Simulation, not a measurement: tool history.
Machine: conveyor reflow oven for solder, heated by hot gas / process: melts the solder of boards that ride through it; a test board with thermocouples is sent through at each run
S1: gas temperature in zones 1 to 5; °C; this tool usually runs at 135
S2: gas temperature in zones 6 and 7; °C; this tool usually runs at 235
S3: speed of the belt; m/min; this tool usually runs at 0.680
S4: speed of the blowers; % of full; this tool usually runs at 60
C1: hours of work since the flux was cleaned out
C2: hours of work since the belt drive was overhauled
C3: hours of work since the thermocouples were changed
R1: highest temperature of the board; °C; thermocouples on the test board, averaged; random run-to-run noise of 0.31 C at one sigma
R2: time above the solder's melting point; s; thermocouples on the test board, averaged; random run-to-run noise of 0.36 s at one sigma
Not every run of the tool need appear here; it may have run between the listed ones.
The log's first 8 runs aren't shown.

run	hour	S1	S2	S3	S4	C1	C2	C3	R1	R2
9	98.6	122	235	0.680	60	22	387	360	217.1	47.9
10	109.2	122	235	0.680	60	28	393	366	217.0	47.6
11	120.0	135	227	0.680	60	35	399	372	211.8	48.6
# hour 124.7: belt drive overhauled, speed set with a stopwatch
12	131.6	135	235	0.680	60	39	4	376	218.8	53.8
13	140.1	135	235	0.721	60	44	9	381	216.9	49.0
14	150.0	135	235	0.680	60	49	14	387	219.3	53.4
15	164.4	135	235	0.680	60	58	23	395	218.9	53.7
16	177.5	148	235	0.680	89	65	30	402	227.6	63.0
17	187.9	136	223	0.680	58	71	36	408	208.8	45.1
18	201.8	136	223	0.551	63	79	44	416	214.7	64.6
# hour 211.3: belt drive overhauled, speed set with a stopwatch, once more
19	213.5	136	223	0.551	63	83	1	420	214.3	64.9
20	224.1	141	247	0.542	60	89	7	426	237.8	82.7
21	237.7	141	247	0.542	60	97	15	434	237.6	81.7
22	245.4	134	247	0.724	51	101	19	439	223.2	51.6
23	257.2	135	235	0.571	55	108	26	445	223.1	67.6
24	263.9	135	235	0.571	55	112	30	449	222.9	67.2
25	277.6	140	235	0.682	50	120	38	457	216.4	51.8
26	289.8	147	232	0.561	78	127	45	464	226.1	76.2
27	300.6	135	235	0.576	60	133	51	470	223.4	67.4
28	312.0	135	235	0.576	60	139	57	476	223.3	67.8
29	321.0	127	235	0.680	60	144	62	482	217.4	50.0
# hour 336.9: flux residue cleaned out of gas plates and filters
30	339.8	133	225	0.588	51	2	70	489	212.0	55.4

Below are 5 alternative next runs, each starting from the tool's condition after run 30. Predict each:
A	355.2	135	235	0.790	60	10	79	498	?	?
B	355.2	129	235	0.680	60	10	79	498	?	?
C	355.2	122	229	0.698	51	10	79	498	?	?
D	355.2	135	235	0.619	60	10	79	498	?	?
E	355.2	137	225	0.735	53	10	79	498	?	?

run	R1	R2
A	214.1	42.0
B	218.6	51.0
C	207.6	38.7
D	222.8	61.3
E	205.9	38.7
The same runs, with their run-to-run variation unchanged, on a tool lacking any hidden condition would have given:
run	R1	R2
A	213.1	41.2
B	217.4	50.2
C	206.5	37.6
D	221.6	60.5
E	204.8	37.7

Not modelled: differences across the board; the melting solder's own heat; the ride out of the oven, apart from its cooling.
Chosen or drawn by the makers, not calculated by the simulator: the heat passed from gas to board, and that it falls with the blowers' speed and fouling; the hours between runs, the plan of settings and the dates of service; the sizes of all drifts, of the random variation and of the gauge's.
